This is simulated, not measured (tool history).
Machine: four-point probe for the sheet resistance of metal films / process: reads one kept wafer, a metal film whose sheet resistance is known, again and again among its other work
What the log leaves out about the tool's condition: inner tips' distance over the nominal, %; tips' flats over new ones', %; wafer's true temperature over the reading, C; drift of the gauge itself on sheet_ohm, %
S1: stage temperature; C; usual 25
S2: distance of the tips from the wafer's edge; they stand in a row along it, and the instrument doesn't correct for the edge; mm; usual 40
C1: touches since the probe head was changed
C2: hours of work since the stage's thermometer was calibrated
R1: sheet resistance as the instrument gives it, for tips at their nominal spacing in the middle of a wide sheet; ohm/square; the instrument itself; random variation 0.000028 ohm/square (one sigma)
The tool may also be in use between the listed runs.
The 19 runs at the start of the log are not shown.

Run 20, hour 734.5: usual settings; C1 44682; C2 600. Result: R1 0.137766 ohm/square.
Run 21, hour 770.8: usual settings; C1 45574; C2 618. Result: R1 0.137721 ohm/square.
Run 22, hour 821.2: usual settings but S1 24 C, S2 17 mm; C1 46813; C2 643. Result: R1 0.138247 ohm/square.
Run 23, hour 851.3: usual settings but S1 24 C, S2 17 mm; C1 47553; C2 658. Result: R1 0.138236 ohm/square.
Run 24, hour 880.1: usual settings but S2 28 mm; C1 48260; C2 673. Result: R1 0.137887 ohm/square.
Run 25, hour 920.6: usual settings but S1 29 C, S2 23 mm; C1 49256; C2 693. Result: R1 0.137503 ohm/square.
Run 26, hour 971.2: usual settings but S1 34 C, S2 51 mm; C1 50500; C2 718. Result: R1 0.136870 ohm/square.
Run 27, hour 1000.4: usual settings but S1 18 C, S2 66 mm; C1 51218; C2 733. Result: R1 0.138472 ohm/square.
Run 28, hour 1040.5: usual settings but S1 18 C, S2 66 mm; C1 52204; C2 753. Result: R1 0.138478 ohm/square.
Run 29, hour 1095.9: usual settings but S1 19 C, S2 64 mm; C1 53567; C2 781. Result: R1 0.138412 ohm/square.
Run 30, hour 1126.8: usual settings but S1 18 C, S2 10 mm; C1 54326; C2 796. Result: R1 0.139697 ohm/square.
Run 31, hour 1180.3: usual settings but S1 22 C, S2 30 mm; C1 55641; C2 823. Result: R1 0.138146 ohm/square.
Run 32, hour 1212.0: usual settings but S1 22 C, S2 30 mm; C1 56421; C2 839. Result: R1 0.138143 ohm/square.
Run 33, hour 1254.0: usual settings but S1 20 C, S2 13 mm; C1 57454; C2 860. Result: R1 0.138955 ohm/square.
Run 34, hour 1311.7: usual settings but S1 20 C, S2 11 mm; C1 58873; C2 888. Result: R1 0.139223 ohm/square.
Run 35, hour 1339.3: usual settings but S1 18 C, S2 4 mm; C1 59551; C2 902. Result: R1 0.145627 ohm/square.
Run 36, hour 1369.2: usual settings but S1 28 C, S2 7 mm; C1 60285; C2 917. Result: R1 0.139825 ohm/square.
Run 37, hour 1404.0: usual settings but S1 21 C, S2 4 mm; C1 61142; C2 935. Result: R1 0.145215 ohm/square.
Run 38, hour 1436.2: usual settings but S1 29 C, S2 9 mm; C1 61934; C2 951. Result: R1 0.138808 ohm/square.
Run 39, hour 1468.8: usual settings but S1 22 C; C1 62734; C2 967. Result: R1 0.138099 ohm/square.
Run 40, hour 1495.9: usual settings but S1 22 C; C1 63401; C2 980. Result: R1 0.138106 ohm/square.
Run 41, hour 1541.8: usual settings but S1 24 C, S2 9 mm; C1 64530; C2 1003. Result: R1 0.139267 ohm/square.

Alternative continuations, all from the tool just after run 41; predict every row:
Run A, hour 1580.9: usual settings but S1 29 C, S2 37 mm; C1 65489; C2 1023. Result: R1 ?.
Run B, hour 1580.9: usual settings but S1 29 C, S2 15 mm; C1 65489; C2 1023. Result: R1 ?.
Run C, hour 1580.9: usual settings but S1 23 C, S2 28 mm; C1 65489; C2 1023. Result: R1 ?.
Run D, hour 1580.9: usual settings but S1 21 C, S2 9 mm; C1 65489; C2 1023. Result: R1 ?.

run        R1
  A  0.137398
  B  0.137874
  C  0.138089
  D  0.139679
Had the tool no hidden state, the same runs would have come out as:
run        R1
  A  0.137375
  B  0.137850
  C  0.138065
  D  0.139654
